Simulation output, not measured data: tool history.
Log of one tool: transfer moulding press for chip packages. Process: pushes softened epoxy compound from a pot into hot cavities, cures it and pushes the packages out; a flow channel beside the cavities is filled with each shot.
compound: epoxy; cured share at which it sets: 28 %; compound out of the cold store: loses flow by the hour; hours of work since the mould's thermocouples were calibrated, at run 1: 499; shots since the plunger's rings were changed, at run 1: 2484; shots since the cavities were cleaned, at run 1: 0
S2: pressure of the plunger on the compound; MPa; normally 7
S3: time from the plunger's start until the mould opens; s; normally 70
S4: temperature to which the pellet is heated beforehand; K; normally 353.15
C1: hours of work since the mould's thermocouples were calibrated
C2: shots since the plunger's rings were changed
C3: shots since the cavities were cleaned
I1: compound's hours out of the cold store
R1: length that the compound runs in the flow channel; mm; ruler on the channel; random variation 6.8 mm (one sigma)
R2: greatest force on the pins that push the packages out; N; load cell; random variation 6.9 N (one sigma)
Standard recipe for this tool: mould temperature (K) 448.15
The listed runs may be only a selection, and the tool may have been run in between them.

Run 1, hour 0: usual settings; C1 499; C2 2484; C3 0; I1 46.2. Result: R1 785 mm, R2 306 N.
Run 2, hour 57.1: usual settings but S4 357.15 K; C1 523; C2 3048; C3 564; I1 34.6. Result: R1 823 mm, R2 474 N.
Run 3, hour 116: usual settings but S4 357.15 K; C1 547; C2 3630; C3 1146; I1 44.2. Result: R1 788 mm, R2 477 N.
At hour 123.3: cavities cleaned with cleaning compound and waxed.
Run 4, hour 143.9: usual settings; C1 558; C2 3890; C3 203; I1 41.2. Result: R1 788 mm, R2 397 N.
Run 5, hour 182.4: usual settings; C1 574; C2 4271; C3 584; I1 31.6. Result: R1 826 mm, R2 479 N.
At hour 242.5: cavities cleaned with cleaning compound and waxed.
Run 6, hour 242.5: usual settings but S2 5.7 MPa; C1 598; C2 4849; C3 0; I1 42.4. Result: R1 705 mm, R2 310 N.
At hour 250: plunger's sealing rings changed.
Run 7, hour 290.4: usual settings but mould temperature (K) 446.15, S2 5.7 MPa; C1 617; C2 399; C3 449; I1 33.7. Result: R1 786 mm, R2 534 N.
Run 8, hour 338.8: usual settings but mould temperature (K) 446.15, S2 5.7 MPa; C1 637; C2 877; C3 927; I1 12.6. Result: R1 847 mm, R2 608 N.
At hour 365.2: cavities cleaned with cleaning compound and waxed.
Run 9, hour 372.4: usual settings but mould temperature (K) 446.15, S2 5.7 MPa; C1 650; C2 1195; C3 72; I1 21. Result: R1 815 mm, R2 428 N.
Run 10, hour 422: usual settings but mould temperature (K) 446.15, S2 5.7 MPa; C1 670; C2 1684; C3 561; I1 40. Result: R1 743 mm, R2 535 N.
Run 11, hour 479.7: usual settings but S2 6.16 MPa; C1 694; C2 2254; C3 1131; I1 8.6. Result: R1 870 mm, R2 537 N.
At hour 486.5: cavities cleaned with cleaning compound and waxed.
Run 12, hour 525.7: usual settings but S2 7.87 MPa; C1 713; C2 2694; C3 388; I1 21.1. Result: R1 918 mm, R2 464 N.
Run 13, hour 580.1: usual settings but S2 7.87 MPa; C1 735; C2 3231; C3 925; I1 44.4. Result: R1 834 mm, R2 515 N.
At hour 606.6: cavities cleaned with cleaning compound and waxed.
Run 14, hour 643.1: usual settings; C1 761; C2 3839; C3 361; I1 26.7. Result: R1 851 mm, R2 454 N.
Run 15, hour 705: usual settings but mould temperature (K) 455.15, S2 6.44 MPa, S3 107 s, S4 349.15 K; C1 786; C2 4450; C3 972; I1 8.1. Result: R1 826 mm, R2 368 N.
At hour 712: mould's thermocouples calibrated.
At hour 731.6: cavities cleaned with cleaning compound and waxed.
Run 16, hour 746.4: usual settings but mould temperature (K) 455.15, S2 6.44 MPa, S3 107 s, S4 345.15 K; C1 14; C2 4824; C3 146; I1 24.3. Result: R1 780 mm, R2 274 N.
At hour 757.6: plunger's sealing rings changed.
Run 17, hour 805: usual settings but mould temperature (K) 449.15, S2 5.71 MPa, S3 65 s, S4 361.15 K; C1 37; C2 468; C3 700; I1 28. Result: R1 782 mm, R2 563 N.
At hour 831.2: mould's thermocouples calibrated, once more.
Run 18, hour 840: usual settings but mould temperature (K) 449.15, S2 5.71 MPa, S3 65 s, S4 361.15 K; C1 4; C2 794; C3 1026; I1 21.4. Result: R1 808 mm, R2 485 N.
At hour 856.6: cavities cleaned with cleaning compound and waxed.
Run 19, hour 898.8: usual settings but mould temperature (K) 449.15, S2 5.71 MPa, S3 65 s, S4 347.15 K; C1 27; C2 1360; C3 417; I1 27.5. Result: R1 767 mm, R2 447 N.
Run 20, hour 955.2: usual settings but mould temperature (K) 449.15, S4 357.15 K; C1 51; C2 1917; C3 974; I1 27.9. Result: R1 857 mm, R2 442 N.
At hour 978: cavities cleaned with cleaning compound and waxed.
Run 21, hour 1003.9: usual settings but mould temperature (K) 449.15, S4 357.15 K; C1 70; C2 2383; C3 255; I1 29.5. Result: R1 830 mm, R2 374 N.
Run 22, hour 1034.2: usual settings but mould temperature (K) 449.15, S4 357.15 K; C1 83; C2 2683; C3 555; I1 44.8. Result: R1 786 mm, R2 409 N.
Run 23, hour 1083.1: usual settings but S2 5.94 MPa; C1 103; C2 3166; C3 1038; I1 38.1. Result: R1 746 mm, R2 458 N.
At hour 1096.9: cavities cleaned with cleaning compound and waxed.
Run 24, hour 1125.4: usual settings but S2 5.94 MPa, S3 65 s, S4 351.15 K; C1 120; C2 3569; C3 281; I1 21.3. Result: R1 773 mm, R2 456 N.
Run 25, hour 1154.5: usual settings but S2 5.94 MPa, S3 65 s, S4 351.15 K; C1 132; C2 3856; C3 568; I1 32.5. Result: R1 754 mm, R2 511 N.
Run 26, hour 1207.9: usual settings but S2 5.94 MPa, S3 65 s, S4 351.15 K; C1 154; C2 4383; C3 1095; I1 42.8. Result: R1 712 mm, R2 512 N.
At hour 1215.3: cavities cleaned with cleaning compound and waxed.
At hour 1264.1: plunger's sealing rings changed.
Run 27, hour 1270.6: usual settings but mould temperature (K) 452.15, S3 72 s, S4 344.15 K; C1 178; C2 64; C3 521; I1 40.5. Result: R1 816 mm, R2 377 N.

4 ways to go on from here, each from the tool as it stands after run 27. What would each give?
Run A, hour 1320.8: usual settings but S2 6.45 MPa, S4 359.15 K; C1 199; C2 560; C3 1017; I1 12.2. Result: R1 ?, R2 ?.
Run B, hour 1320.8: usual settings but mould temperature (K) 443.15; C1 199; C2 560; C3 1017; I1 35.8. Result: R1 ?, R2 ?.
Run C, hour 1320.8: usual settings but mould temperature (K) 454.15, S3 72 s, S4 344.15 K; C1 199; C2 560; C3 1017; I1 19.5. Result: R1 ?, R2 ?.
Run D, hour 1320.8: usual settings but mould temperature (K) 440.15, S3 88 s, S4 349.15 K; C1 199; C2 560; C3 1017; I1 48. Result: R1 ?, R2 ?.

run   R1   R2
  A  895  460
  B  862  685
  C  859  381
  D  835  499
The same runs, with their run-to-run variation unchanged, on a tool lacking any hidden condition would have given:
run   R1   R2
  A  899  273
  B  865  407
  C  863  230
  D  838  296

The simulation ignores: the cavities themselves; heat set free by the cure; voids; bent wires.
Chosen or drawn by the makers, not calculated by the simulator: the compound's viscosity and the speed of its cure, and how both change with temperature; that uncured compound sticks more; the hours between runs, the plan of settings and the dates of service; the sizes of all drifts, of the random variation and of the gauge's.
